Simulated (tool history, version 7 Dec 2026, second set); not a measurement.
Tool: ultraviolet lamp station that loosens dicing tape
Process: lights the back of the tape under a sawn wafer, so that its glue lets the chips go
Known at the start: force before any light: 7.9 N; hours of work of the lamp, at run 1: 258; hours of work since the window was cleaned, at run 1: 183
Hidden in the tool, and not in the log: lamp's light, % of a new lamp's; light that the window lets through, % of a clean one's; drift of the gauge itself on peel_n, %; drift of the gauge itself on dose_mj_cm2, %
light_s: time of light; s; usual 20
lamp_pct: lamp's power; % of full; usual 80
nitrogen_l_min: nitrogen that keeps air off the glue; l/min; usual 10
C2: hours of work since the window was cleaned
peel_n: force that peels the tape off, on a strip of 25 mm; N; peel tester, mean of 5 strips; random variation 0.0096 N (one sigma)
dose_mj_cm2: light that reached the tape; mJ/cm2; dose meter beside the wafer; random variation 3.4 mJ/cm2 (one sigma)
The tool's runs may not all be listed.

{"run": 1, "hour": 0.0, "light_s": 20, "lamp_pct": 80, "nitrogen_l_min": 10, "hours of work of the lamp": 258, "C2": 183, "peel_n": 0.579, "dose_mj_cm2": 460}
{"run": 2, "hour": 21.5, "light_s": 20, "lamp_pct": 80, "nitrogen_l_min": 10, "hours of work of the lamp": 272, "C2": 196, "peel_n": 0.618, "dose_mj_cm2": 454}
{"run": 3, "hour": 39.7, "light_s": 21, "lamp_pct": 80, "nitrogen_l_min": 10, "hours of work of the lamp": 283, "C2": 207, "peel_n": 0.544, "dose_mj_cm2": 475}
{"run": 4, "hour": 62.9, "light_s": 20, "lamp_pct": 67, "nitrogen_l_min": 10, "hours of work of the lamp": 297, "C2": 222, "peel_n": 0.941, "dose_mj_cm2": 374}
{"run": 5, "hour": 78.4, "light_s": 20, "lamp_pct": 67, "nitrogen_l_min": 10, "hours of work of the lamp": 307, "C2": 232, "peel_n": 0.96, "dose_mj_cm2": 375}
{"run": 6, "hour": 89.4, "light_s": 20, "lamp_pct": 80, "nitrogen_l_min": 6, "hours of work of the lamp": 314, "C2": 238, "peel_n": 0.929, "dose_mj_cm2": 450}
{"run": 7, "hour": 101.3, "light_s": 20, "lamp_pct": 80, "nitrogen_l_min": 6, "hours of work of the lamp": 321, "C2": 246, "peel_n": 0.924, "dose_mj_cm2": 440}
{"run": 8, "hour": 115.4, "light_s": 20, "lamp_pct": 80, "nitrogen_l_min": 6, "hours of work of the lamp": 330, "C2": 255, "peel_n": 0.922, "dose_mj_cm2": 440}
{"run": 9, "hour": 130.3, "light_s": 20, "lamp_pct": 90, "nitrogen_l_min": 10, "hours of work of the lamp": 339, "C2": 264, "peel_n": 0.512, "dose_mj_cm2": 489}
{"run": 10, "hour": 147.5, "light_s": 15, "lamp_pct": 82, "nitrogen_l_min": 8, "hours of work of the lamp": 350, "C2": 275, "peel_n": 1.336, "dose_mj_cm2": 336}
{"hour": 150.5, "done": "window cleaned of glue's vapour"}
{"run": 11, "hour": 174.8, "light_s": 15, "lamp_pct": 82, "nitrogen_l_min": 8, "hours of work of the lamp": 367, "C2": 15, "peel_n": 1.52, "dose_mj_cm2": 312}
{"run": 12, "hour": 188.8, "light_s": 15, "lamp_pct": 82, "nitrogen_l_min": 8, "hours of work of the lamp": 376, "C2": 24, "peel_n": 1.569, "dose_mj_cm2": 305}
{"run": 13, "hour": 206.5, "light_s": 29, "lamp_pct": 94, "nitrogen_l_min": 10, "hours of work of the lamp": 387, "C2": 35, "peel_n": 0.219, "dose_mj_cm2": 669}

Forecast run 14:
{"run": 14, "hour": 230.5, "light_s": 11, "lamp_pct": 80, "nitrogen_l_min": 10, "hours of work of the lamp": 402, "C2": 50, "peel_n": "?", "dose_mj_cm2": "?"}

Run 14 gave peel_n 2.296 N, dose_mj_cm2 215 mJ/cm2.
Without the tool's hidden state the same run would have given peel_n 1.455 N, dose_mj_cm2 297 mJ/cm2.
